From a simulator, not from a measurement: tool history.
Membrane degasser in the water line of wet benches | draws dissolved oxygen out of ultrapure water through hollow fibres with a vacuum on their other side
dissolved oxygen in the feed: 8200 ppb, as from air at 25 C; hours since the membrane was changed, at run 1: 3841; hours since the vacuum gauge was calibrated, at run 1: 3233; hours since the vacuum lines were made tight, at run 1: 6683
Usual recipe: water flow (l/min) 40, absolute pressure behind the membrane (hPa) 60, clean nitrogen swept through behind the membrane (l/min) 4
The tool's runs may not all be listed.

run,hour,water flow (l/min),absolute pressure behind the membrane (hPa),clean nitrogen swept through behind the membrane (l/min),hours since the membrane was changed,hours since the vacuum gauge was calibrated,hours since the vacuum lines were made tight,dissolved oxygen in the water behind the degasser (ppb),pressure that the water loses in the fibres (hPa)
1,0,40,60,4,3841,3233,6683,286.7,642.7
2,44.5,40,60,4,3885,3277,6728,288.4,637.2
# hour 80.3: vacuum gauge calibrated
3,97.1,40,60,4,3937,17,6780,289.6,640.5
4,164.3,40,60,4,4005,84,6847,289.9,640.1
5,209.5,40,60,4,4050,129,6892,290.2,638.6
6,282.7,40,60,4,4123,202,6966,286.2,637.2
7,325.4,40,60,4,4166,245,7008,289.5,640.9
8,419.2,40,60,4,4259,339,7102,286.2,639.4
# hour 461.9: vacuum gauge calibrated, once more
9,498.8,57,60,4,4339,37,7181,519.4,915.2
10,559.4,57,60,4,4399,98,7242,529.7,908.6
11,624.7,57,60,4,4464,163,7307,520.4,912.3
12,675.5,57,60,4,4515,214,7358,537.5,910
13,767.7,57,60,4,4607,306,7450,541,913.5
14,859,57,60,4,4699,397,7541,524.4,912.2
15,905.4,57,60,4,4745,444,7588,528.6,909.9
16,949.7,36,36,3.59,4789,488,7632,185.2,575.3

Expected results for the next run?
17,1024.2,48,74.8,8.75,4864,562,7706,?,?

{"run 17": {"dissolved oxygen in the water behind the degasser (ppb)": 379.5, "pressure that the water loses in the fibres (hPa)": 767.3}}
Without the tool's hidden state the same run would have given dissolved oxygen in the water behind the degasser (ppb) 360.1, pressure that the water loses in the fibres (hPa) 753.

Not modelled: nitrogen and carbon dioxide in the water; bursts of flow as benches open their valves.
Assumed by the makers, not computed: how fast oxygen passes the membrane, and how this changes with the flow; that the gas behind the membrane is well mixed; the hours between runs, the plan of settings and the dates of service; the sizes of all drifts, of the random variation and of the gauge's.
